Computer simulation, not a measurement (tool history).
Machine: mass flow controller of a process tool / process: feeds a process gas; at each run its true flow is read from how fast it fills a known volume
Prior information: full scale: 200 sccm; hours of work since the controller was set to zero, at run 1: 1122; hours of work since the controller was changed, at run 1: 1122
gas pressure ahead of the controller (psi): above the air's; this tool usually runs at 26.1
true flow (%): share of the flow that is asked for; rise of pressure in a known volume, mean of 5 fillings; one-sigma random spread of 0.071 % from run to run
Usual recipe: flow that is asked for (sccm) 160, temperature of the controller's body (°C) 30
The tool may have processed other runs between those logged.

run    hour  flow that is asked for (sccm)  gas pressure ahead of the controller (psi)  temperature of the controller's body (°C)  hours of work since the controller was set to zero  hours of work since the controller was changed  true flow (%)
  1     0.0                            160                                        26.1                                         30                                                1122                                            1122          99.82
  2   248.6                            160                                        26.1                                         30                                                1230                                            1230          99.84
  3   494.6                             25                                        26.1                                         30                                                1336                                            1336          99.77
  4   790.8                             25                                        26.1                                         30                                                1464                                            1464          99.91
  5   930.7                             25                                        26.1                                         30                                                1525                                            1525          99.94
  6  1196.5                             22                                        26.1                                         30                                                1640                                            1640         100.09
  7  1466.5                             22                                        26.1                                         30                                                1757                                            1757         100.13
  8  1648.5                             22                                        26.1                                         30                                                1836                                            1836         100.20
  9  1853.7                             22                                        26.1                                         30                                                1925                                            1925         100.08
 10  2115.3                             22                                        26.1                                         30                                                2038                                            2038         100.12
 11  2307.9                             22                                        26.1                                         30                                                2121                                            2121         100.31
 12  2534.0                             22                                        26.1                                         30                                                2219                                            2219         100.23
 13  2700.4                             22                                        26.1                                         30                                                2291                                            2291         100.28
 14  2859.7                             22                                        26.1                                         30                                                2360                                            2360         100.42
 15  3103.3                             22                                        26.1                                         30                                                2466                                            2466         100.35
 16  3317.0                             22                                        26.1                                         30                                                2558                                            2558         100.40
 17  3550.0                            160                                        26.1                                         30                                                2659                                            2659          99.53
 18  3699.1                            160                                        26.1                                         30                                                2723                                            2723          99.52

Run 19, settings as shown, results not yet in. Your forecast:
 19  3967.7                            160                                        22.9                                         30                                                2840                                            2840              ?

true flow (%): 99.48
Minus the tool's unlogged condition, the same run would have read true flow (%) 100.48.
